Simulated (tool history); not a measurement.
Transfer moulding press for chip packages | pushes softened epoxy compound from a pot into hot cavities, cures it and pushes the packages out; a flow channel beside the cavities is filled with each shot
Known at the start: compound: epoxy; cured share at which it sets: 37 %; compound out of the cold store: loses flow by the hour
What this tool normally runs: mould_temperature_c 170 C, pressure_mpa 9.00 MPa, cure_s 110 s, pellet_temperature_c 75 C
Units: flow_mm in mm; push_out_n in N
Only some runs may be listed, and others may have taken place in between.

run	hour	mould_temperature_c	pressure_mpa	cure_s	pellet_temperature_c	incoming compound's hours out of the cold store	flow_mm	push_out_n
1	0.0	170	9.00	110	75	26.2	479	236
2	66.7	170	9.00	110	65	41.3	450	406
# hour 82.2: mould's thermocouples calibrated
# hour 84.7: plunger's sealing rings changed
# hour 86.2: cavities cleaned with cleaning compound and waxed
3	150.8	170	9.00	110	65	23.7	503	473
# hour 163.2: cavities cleaned with cleaning compound and waxed
4	209.1	170	9.00	110	65	26.4	496	383
# hour 240.6: cavities cleaned with cleaning compound and waxed
5	299.0	170	9.00	110	65	13.3	522	389
# hour 312.7: cavities cleaned with cleaning compound and waxed, once more
6	380.6	170	9.00	127	75	34.6	465	328
# hour 389.1: cavities cleaned with cleaning compound and waxed
# hour 466.0: cavities cleaned with cleaning compound and waxed
7	474.2	170	9.00	110	75	42.6	440	258
# hour 511.3: plunger's sealing rings changed
# hour 548.4: cavities cleaned with cleaning compound and waxed
8	548.4	173	9.00	110	70	12.2	526	215
# hour 624.8: cavities cleaned with cleaning compound and waxed
9	625.4	174	9.00	110	70	36.0	462	218
# hour 704.5: cavities cleaned with cleaning compound and waxed
10	716.0	174	9.44	110	70	9.2	530	248
# hour 783.6: cavities cleaned with cleaning compound and waxed
11	784.0	170	9.00	105	72	40.8	454	258
12	831.6	176	9.00	106	75	29.8	460	319
# hour 864.9: cavities cleaned with cleaning compound and waxed
13	902.5	176	7.19	106	85	32.7	397	281

Branching from run 13: 4 alternative next runs. What would each branch give?
# hour 937.9: plunger's sealing rings changed
# hour 946.9: cavities cleaned with cleaning compound and waxed
A	971.5	176	7.19	106	71	24.2	?	?
# hour 937.9: plunger's sealing rings changed
# hour 946.9: cavities cleaned with cleaning compound and waxed
B	971.5	170	7.66	132	75	27.5	?	?
# hour 937.9: plunger's sealing rings changed
# hour 946.9: cavities cleaned with cleaning compound and waxed
C	971.5	176	7.19	124	69	39.4	?	?
# hour 937.9: plunger's sealing rings changed
# hour 946.9: cavities cleaned with cleaning compound and waxed
D	971.5	170	9.00	123	67	44.9	?	?

run	flow_mm	push_out_n
A	439	276
B	460	268
C	409	266
D	458	273
With no hidden state in the tool, these same runs would have given:
run	flow_mm	push_out_n
A	439	201
B	459	195
C	409	197
D	457	195
